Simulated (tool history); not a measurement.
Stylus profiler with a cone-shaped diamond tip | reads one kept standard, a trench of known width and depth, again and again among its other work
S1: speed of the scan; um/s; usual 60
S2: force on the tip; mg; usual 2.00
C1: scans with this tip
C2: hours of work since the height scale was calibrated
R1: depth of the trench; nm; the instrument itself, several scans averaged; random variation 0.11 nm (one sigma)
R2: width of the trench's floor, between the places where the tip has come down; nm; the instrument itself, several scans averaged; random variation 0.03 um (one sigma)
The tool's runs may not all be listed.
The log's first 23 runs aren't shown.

run,day,S1,S2,C1,C2,R1,R2
24,58.679,60,2.80,14293,337,203.72,47020
25,60.721,60,2.80,14472,367,203.69,47050
26,64.308,60,2.80,14786,421,203.48,47020
27,67.004,60,2.80,15023,462,203.74,47040
28,70.362,60,1.27,15317,512,201.94,46950
29,71.896,60,1.27,15452,535,202.16,46910
30,75.100,116,2.21,15732,583,203.28,46820
31,78.471,116,2.21,16028,634,203.49,46810
32,80.133,116,2.21,16174,659,203.33,46760
33,82.058,215,2.00,16342,688,202.90,46440
34,84.475,80,0.85,16554,724,201.61,46780
35,87.196,80,0.85,16793,765,201.54,46750
36,90.371,20,1.06,17071,813,201.87,47050
37,93.175,98,5.44,17316,855,205.77,47020
38,96.508,98,5.44,17609,905,205.66,46990
39,100.083,60,1.32,17922,959,202.05,46900
40,102.517,15,0.84,18135,995,201.77,47140
41,105.025,25,0.90,18355,1033,201.66,47040
42,106.946,25,0.90,18524,1062,201.69,47100
43,110.271,63,1.23,18815,1112,202.18,46930
44,112.892,30,0.94,19045,1151,201.93,47010
45,115.167,30,0.94,19244,1185,201.70,47040
46,116.933,30,0.94,19399,1212,201.76,46980

Forecast each of these 4 alternatives for the next run:
A,119.646,109,0.72,19637,1253,?,?
B,119.646,25,2.93,19637,1253,?,?
C,119.646,16,3.96,19637,1253,?,?
D,119.646,211,0.94,19637,1253,?,?

run,R1,R2
A,201.36,46580
B,203.75,47120
C,204.70,47180
D,201.64,46160
Without the tool's hidden state the same runs would have given:
run,R1,R2
A,201.37,46590
B,203.76,47130
C,204.71,47200
D,201.65,46180
